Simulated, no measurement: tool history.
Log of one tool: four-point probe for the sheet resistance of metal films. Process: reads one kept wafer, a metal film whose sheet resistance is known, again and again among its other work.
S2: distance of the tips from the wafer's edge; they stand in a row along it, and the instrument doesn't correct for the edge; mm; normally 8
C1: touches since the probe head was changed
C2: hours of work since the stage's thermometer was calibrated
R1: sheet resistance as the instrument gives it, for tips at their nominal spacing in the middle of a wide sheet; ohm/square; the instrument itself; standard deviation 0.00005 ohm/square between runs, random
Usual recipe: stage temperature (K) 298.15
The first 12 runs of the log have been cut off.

{"run": 13, "hour": 127.6, "stage temperature (K)": 302.15, "S2": 73, "C1": 12465, "C2": 586, "R1": 0.249209}
{"run": 14, "hour": 138.2, "stage temperature (K)": 298.15, "S2": 27, "C1": 12763, "C2": 593, "R1": 0.248473}
{"run": 15, "hour": 147.7, "stage temperature (K)": 298.15, "S2": 27, "C1": 13031, "C2": 599, "R1": 0.248526}
{"run": 16, "hour": 160.6, "stage temperature (K)": 294.15, "S2": 27, "C1": 13396, "C2": 607, "R1": 0.247578}
{"run": 17, "hour": 170.9, "stage temperature (K)": 295.15, "S2": 4, "C1": 13687, "C2": 613, "R1": 0.2557}
{"run": 18, "hour": 178.9, "stage temperature (K)": 295.15, "S2": 50, "C1": 13912, "C2": 618, "R1": 0.247621}
{"run": 19, "hour": 189.2, "stage temperature (K)": 295.15, "S2": 50, "C1": 14201, "C2": 625, "R1": 0.247585}
{"run": 20, "hour": 202.0, "stage temperature (K)": 298.15, "S2": 8, "C1": 14562, "C2": 633, "R1": 0.250359}
{"run": 21, "hour": 215.5, "stage temperature (K)": 298.15, "S2": 8, "C1": 14942, "C2": 641, "R1": 0.250293}
{"run": 22, "hour": 223.2, "stage temperature (K)": 295.15, "S2": 6, "C1": 15159, "C2": 646, "R1": 0.251216}
{"run": 23, "hour": 234.0, "stage temperature (K)": 295.15, "S2": 6, "C1": 15464, "C2": 653, "R1": 0.251206}
{"run": 24, "hour": 241.9, "stage temperature (K)": 295.15, "S2": 6, "C1": 15685, "C2": 658, "R1": 0.251173}
{"run": 25, "hour": 256.8, "stage temperature (K)": 298.15, "S2": 8, "C1": 16106, "C2": 667, "R1": 0.250372}
{"run": 26, "hour": 264.9, "stage temperature (K)": 307.15, "S2": 3, "C1": 16336, "C2": 672, "R1": 0.264281}
{"run": 27, "hour": 275.7, "stage temperature (K)": 307.15, "S2": 3, "C1": 16638, "C2": 679, "R1": 0.264211}
{"run": 28, "hour": 283.2, "stage temperature (K)": 307.15, "S2": 3, "C1": 16850, "C2": 684, "R1": 0.264201}
{"run": 29, "hour": 291.0, "stage temperature (K)": 307.15, "S2": 3, "C1": 17069, "C2": 688, "R1": 0.264194}
{"run": 30, "hour": 301.7, "stage temperature (K)": 291.15, "S2": 9, "C1": 17371, "C2": 695, "R1": 0.248235}
{"run": 31, "hour": 313.2, "stage temperature (K)": 291.15, "S2": 9, "C1": 17694, "C2": 702, "R1": 0.24824}

Alternative continuations, all from the tool just after run 31; predict every row:
{"run": "A", "hour": 326.0, "stage temperature (K)": 299.15, "S2": 8, "C1": 18055, "C2": 710, "R1": "?"}
{"run": "B", "hour": 326.0, "stage temperature (K)": 291.15, "S2": 9, "C1": 18055, "C2": 710, "R1": "?"}
{"run": "C", "hour": 326.0, "stage temperature (K)": 297.15, "S2": 41, "C1": 18055, "C2": 710, "R1": "?"}
{"run": "D", "hour": 326.0, "stage temperature (K)": 298.15, "S2": 8, "C1": 18055, "C2": 710, "R1": "?"}
{"run": "E", "hour": 326.0, "stage temperature (K)": 291.15, "S2": 60, "C1": 18055, "C2": 710, "R1": "?"}

run=A R1=0.250525
run=B R1=0.248221
run=C R1=0.24795
run=D R1=0.250253
run=E R1=0.246587
What these runs would have given with no unlogged condition in the tool:
run=A R1=0.251927
run=B R1=0.249615
run=C R1=0.24934
run=D R1=0.251654
run=E R1=0.247973
